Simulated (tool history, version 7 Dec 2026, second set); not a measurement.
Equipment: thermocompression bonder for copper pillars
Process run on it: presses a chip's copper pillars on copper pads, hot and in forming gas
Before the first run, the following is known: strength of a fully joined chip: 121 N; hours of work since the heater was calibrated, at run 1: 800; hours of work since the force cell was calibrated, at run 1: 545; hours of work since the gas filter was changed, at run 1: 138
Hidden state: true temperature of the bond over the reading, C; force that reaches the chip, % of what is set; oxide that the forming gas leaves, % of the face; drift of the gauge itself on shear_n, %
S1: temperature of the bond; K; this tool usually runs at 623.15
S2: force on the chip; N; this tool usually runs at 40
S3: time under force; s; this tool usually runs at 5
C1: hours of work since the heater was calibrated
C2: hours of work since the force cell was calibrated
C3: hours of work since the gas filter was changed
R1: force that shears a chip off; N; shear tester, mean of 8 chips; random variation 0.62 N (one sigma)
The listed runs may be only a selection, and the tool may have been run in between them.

{"run": 1, "hour": 0.0, "S1": 623.15, "S2": 40, "S3": 5, "C1": 800, "C2": 545, "C3": 138, "R1": 55.4}
{"run": 2, "hour": 27.4, "S1": 606.15, "S2": 40, "S3": 5, "C1": 811, "C2": 557, "C3": 149, "R1": 45.4}
{"run": 3, "hour": 54.5, "S1": 606.15, "S2": 40, "S3": 5, "C1": 822, "C2": 568, "C3": 160, "R1": 44.1}
{"run": 4, "hour": 104.1, "S1": 606.15, "S2": 40, "S3": 5, "C1": 843, "C2": 588, "C3": 181, "R1": 43.9}
{"run": 5, "hour": 148.6, "S1": 623.15, "S2": 29, "S3": 5, "C1": 861, "C2": 607, "C3": 199, "R1": 46.1}
{"run": 6, "hour": 201.1, "S1": 623.15, "S2": 29, "S3": 5, "C1": 883, "C2": 629, "C3": 221, "R1": 44.0}
{"run": 7, "hour": 258.3, "S1": 623.15, "S2": 29, "S3": 5, "C1": 907, "C2": 652, "C3": 245, "R1": 44.2}
{"run": 8, "hour": 305.9, "S1": 623.15, "S2": 40, "S3": 5, "C1": 926, "C2": 672, "C3": 264, "R1": 51.6}
{"hour": 323.7, "done": "heater calibrated with a thermocouple chip"}
{"run": 9, "hour": 359.2, "S1": 623.15, "S2": 40, "S3": 5, "C1": 15, "C2": 693, "C3": 286, "R1": 58.9}
{"run": 10, "hour": 382.7, "S1": 605.15, "S2": 40, "S3": 5, "C1": 24, "C2": 703, "C3": 295, "R1": 48.4}
{"run": 11, "hour": 409.3, "S1": 623.15, "S2": 39, "S3": 5, "C1": 35, "C2": 714, "C3": 306, "R1": 56.9}
{"hour": 432.3, "done": "forming gas filter changed"}
{"run": 12, "hour": 444.9, "S1": 623.15, "S2": 39, "S3": 5, "C1": 50, "C2": 729, "C3": 5, "R1": 58.9}
{"run": 13, "hour": 502.6, "S1": 595.15, "S2": 40, "S3": 5, "C1": 74, "C2": 752, "C3": 29, "R1": 43.5}
{"run": 14, "hour": 530.6, "S1": 607.15, "S2": 40, "S3": 5, "C1": 85, "C2": 764, "C3": 41, "R1": 51.2}
{"run": 15, "hour": 578.3, "S1": 607.15, "S2": 40, "S3": 5, "C1": 105, "C2": 784, "C3": 60, "R1": 51.6}
{"run": 16, "hour": 625.9, "S1": 623.15, "S2": 32, "S3": 5, "C1": 125, "C2": 803, "C3": 80, "R1": 54.1}
{"run": 17, "hour": 680.5, "S1": 623.15, "S2": 40, "S3": 5, "C1": 147, "C2": 826, "C3": 103, "R1": 59.6}
{"run": 18, "hour": 710.4, "S1": 623.15, "S2": 40, "S3": 5, "C1": 160, "C2": 838, "C3": 115, "R1": 59.9}
{"run": 19, "hour": 751.4, "S1": 599.15, "S2": 27, "S3": 5, "C1": 177, "C2": 855, "C3": 132, "R1": 36.4}
{"run": 20, "hour": 796.1, "S1": 600.15, "S2": 28, "S3": 10, "C1": 195, "C2": 874, "C3": 151, "R1": 49.5}
{"run": 21, "hour": 844.6, "S1": 600.15, "S2": 28, "S3": 10, "C1": 215, "C2": 894, "C3": 171, "R1": 48.8}
{"run": 22, "hour": 872.4, "S1": 600.15, "S2": 28, "S3": 10, "C1": 227, "C2": 905, "C3": 182, "R1": 48.3}
{"run": 23, "hour": 909.6, "S1": 600.15, "S2": 28, "S3": 10, "C1": 242, "C2": 921, "C3": 198, "R1": 47.8}
{"run": 24, "hour": 964.8, "S1": 623.15, "S2": 32, "S3": 3, "C1": 265, "C2": 944, "C3": 220, "R1": 42.2}
{"run": 25, "hour": 994.4, "S1": 623.15, "S2": 32, "S3": 3, "C1": 277, "C2": 956, "C3": 233, "R1": 41.9}
{"run": 26, "hour": 1025.8, "S1": 623.15, "S2": 32, "S3": 3, "C1": 290, "C2": 969, "C3": 246, "R1": 40.9}
{"run": 27, "hour": 1078.4, "S1": 598.15, "S2": 40, "S3": 5, "C1": 312, "C2": 991, "C3": 267, "R1": 43.0}
{"run": 28, "hour": 1118.0, "S1": 623.15, "S2": 58, "S3": 4, "C1": 329, "C2": 1007, "C3": 284, "R1": 62.4}
{"run": 29, "hour": 1157.9, "S1": 594.15, "S2": 48, "S3": 3, "C1": 345, "C2": 1024, "C3": 300, "R1": 35.7}
{"run": 30, "hour": 1187.6, "S1": 594.15, "S2": 48, "S3": 3, "C1": 357, "C2": 1036, "C3": 313, "R1": 35.6}
{"hour": 1199.3, "done": "forming gas filter changed"}
{"run": 31, "hour": 1245.5, "S1": 641.15, "S2": 40, "S3": 5, "C1": 381, "C2": 1060, "C3": 19, "R1": 69.2}

What would each run have given without the hidden state, its run-to-run variation left as it was?
run=1 R1=64.0
run=2 R1=53.5
run=3 R1=52.4
run=4 R1=52.4
run=5 R1=54.8
run=6 R1=53.0
run=7 R1=53.6
run=8 R1=62.3
run=9 R1=63.6
run=10 R1=52.7
run=11 R1=62.0
run=12 R1=60.7
run=13 R1=45.4
run=14 R1=53.5
run=15 R1=54.3
run=16 R1=57.2
run=17 R1=63.3
run=18 R1=64.0
run=19 R1=39.6
run=20 R1=53.9
run=21 R1=53.4
run=22 R1=53.2
run=23 R1=52.9
run=24 R1=47.2
run=25 R1=47.0
run=26 R1=46.1
run=27 R1=48.9
run=28 R1=70.2
run=29 R1=41.4
run=30 R1=41.4
run=31 R1=74.4
